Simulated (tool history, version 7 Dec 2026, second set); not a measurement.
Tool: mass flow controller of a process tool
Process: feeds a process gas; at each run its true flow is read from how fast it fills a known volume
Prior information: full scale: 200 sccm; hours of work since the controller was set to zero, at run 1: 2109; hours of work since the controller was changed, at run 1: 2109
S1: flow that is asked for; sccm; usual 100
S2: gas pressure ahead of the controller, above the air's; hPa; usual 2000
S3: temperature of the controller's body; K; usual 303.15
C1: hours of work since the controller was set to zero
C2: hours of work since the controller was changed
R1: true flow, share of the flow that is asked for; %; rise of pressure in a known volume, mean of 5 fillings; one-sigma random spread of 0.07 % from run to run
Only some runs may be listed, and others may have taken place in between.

run 1 day=0 | S1=100 S2=2000 S3=303.15 | C1=2109 C2=2109 | R1=98.55
run 2 day=1.854 | S1=100 S2=2000 S3=303.15 | C1=2140 C2=2140 | R1=98.39
run 3 day=3.75 | S1=100 S2=2000 S3=311.15 | C1=2171 C2=2171 | R1=97.5
run 4 day=7.012 | S1=100 S2=2000 S3=311.15 | C1=2226 C2=2226 | R1=97.27
run 5 day=10.112 | S1=100 S2=2000 S3=311.15 | C1=2277 C2=2277 | R1=97.15
run 6 day=11.833 | S1=100 S2=2000 S3=311.15 | C1=2306 C2=2306 | R1=97.02
run 7 day=14.496 | S1=100 S2=2300 S3=303.15 | C1=2350 C2=2350 | R1=97.63
run 8 day=16.975 | S1=100 S2=2300 S3=303.15 | C1=2392 C2=2392 | R1=97.48
run 9 day=19.567 | S1=100 S2=2300 S3=303.15 | C1=2435 C2=2435 | R1=97.35
run 10 day=22.846 | S1=100 S2=2000 S3=310.15 | C1=2490 C2=2490 | R1=96.64
run 11 day=24.5 | S1=100 S2=2000 S3=310.15 | C1=2517 C2=2517 | R1=96.57
run 12 day=26.729 | S1=100 S2=2000 S3=310.15 | C1=2554 C2=2554 | R1=96.42
run 13 day=29.638 | S1=30 S2=2000 S3=303.15 | C1=2603 C2=2603 | R1=96.39
run 14 day=32.417 | S1=30 S2=2000 S3=303.15 | C1=2649 C2=2649 | R1=96.23
run 15 day=34.721 | S1=30 S2=2000 S3=303.15 | C1=2687 C2=2687 | R1=96.29
run 16 day=37.454 | S1=63 S2=2000 S3=303.15 | C1=2733 C2=2733 | R1=96.33
run 17 day=40.917 | S1=100 S2=2000 S3=303.15 | C1=2791 C2=2791 | R1=96.46
run 18 day=42.75 | S1=100 S2=2000 S3=303.15 | C1=2821 C2=2821 | R1=96.45
-- day=43.892 gauge calibrated
run 19 day=45.621 | S1=100 S2=2000 S3=303.15 | C1=2869 C2=2869 | R1=98.35
run 20 day=47.75 | S1=54 S2=2000 S3=303.15 | C1=2905 C2=2905 | R1=97.93
run 21 day=49.821 | S1=54 S2=2000 S3=303.15 | C1=2939 C2=2939 | R1=97.78
run 22 day=52.571 | S1=42 S2=2000 S3=303.15 | C1=2985 C2=2985 | R1=97.56
run 23 day=54.933 | S1=42 S2=2000 S3=303.15 | C1=3024 C2=3024 | R1=97.34
run 24 day=57.962 | S1=42 S2=2050 S3=303.15 | C1=3075 C2=3075 | R1=97.2
run 25 day=61.229 | S1=107 S2=2110 S3=297.15 | C1=3129 C2=3129 | R1=98.26
run 26 day=63.396 | S1=69 S2=2650 S3=308.15 | C1=3165 C2=3165 | R1=96.2
run 27 day=64.992 | S1=69 S2=2650 S3=308.15 | C1=3192 C2=3192 | R1=96.17
run 28 day=66.567 | S1=100 S2=2550 S3=303.15 | C1=3218 C2=3218 | R1=97.07
run 29 day=68.971 | S1=100 S2=2640 S3=294.15 | C1=3258 C2=3258 | R1=97.81
run 30 day=71.842 | S1=31 S2=1430 S3=302.15 | C1=3306 C2=3306 | R1=96.99
run 31 day=74.904 | S1=33 S2=1640 S3=302.15 | C1=3357 C2=3357 | R1=96.68
run 32 day=77.904 | S1=28 S2=1960 S3=300.15 | C1=3407 C2=3407 | R1=96.53
run 33 day=81.008 | S1=42 S2=1680 S3=303.15 | C1=3459 C2=3459 | R1=96.45
-- day=82.917 gauge calibrated
run 34 day=83.188 | S1=101 S2=1400 S3=304.15 | C1=3495 C2=3495 | R1=98.85
run 35 day=85.75 | S1=137 S2=2560 S3=302.15 | C1=3538 C2=3538 | R1=98.54
run 36 day=88.288 | S1=157 S2=2270 S3=302.15 | C1=3580 C2=3580 | R1=98.65
run 37 day=90.067 | S1=157 S2=2270 S3=302.15 | C1=3610 C2=3610 | R1=98.64
run 38 day=93.538 | S1=173 S2=2270 S3=302.15 | C1=3667 C2=3667 | R1=98.6
run 39 day=96.929 | S1=23 S2=2270 S3=302.15 | C1=3724 C2=3724 | R1=97.01
run 40 day=99.079 | S1=23 S2=2270 S3=302.15 | C1=3760 C2=3760 | R1=96.83
run 41 day=102.562 | S1=100 S2=2340 S3=303.15 | C1=3818 C2=3818 | R1=97.41
run 42 day=105.479 | S1=34 S2=2730 S3=306.15 | C1=3866 C2=3866 | R1=96.11
run 43 day=107.804 | S1=100 S2=1530 S3=308.15 | C1=3905 C2=3905 | R1=97.06
run 44 day=111.208 | S1=100 S2=1530 S3=308.15 | C1=3962 C2=3962 | R1=96.91
run 45 day=114.079 | S1=23 S2=2000 S3=298.15 | C1=4010 C2=4010 | R1=96.8
run 46 day=117.1 | S1=23 S2=2000 S3=298.15 | C1=4060 C2=4060 | R1=96.55
run 47 day=119.892 | S1=23 S2=2220 S3=303.15 | C1=4107 C2=4107 | R1=95.86
run 48 day=121.321 | S1=22 S2=2020 S3=296.15 | C1=4130 C2=4130 | R1=96.74

How would selected steps in R1 from run to run divide? Give the signed amount a tool lacking its hidden state would still show from settings, what came in and random variation, and the signed amount left for the hidden state, including any gauge scatter that is not in both of the compared results.
Unlogged tool condition in this case: flow at rest that the sensor doesn't see, % of full scale; true flow over the shown one, %; drift of the gauge itself on true_pct, %.
Run 16 -> 17: S1 63 -> 100. R1 +0.13 %: hidden state -0.17, all else +0.3.
Run 18 -> 19: gauge calibrated. R1 +1.9 %: hidden state +1.92, all else -0.02.
Run 25 -> 26: S1 107 -> 69, S2 2110 -> 2650, S3 297.15 -> 308.15. R1 -2.06 %: hidden state -0.09, all else -1.97.
Run 33 -> 34: S1 42 -> 101, S2 1680 -> 1400, S3 303.15 -> 304.15, gauge calibrated. R1 +2.4 %: hidden state +1.72, all else +0.68.
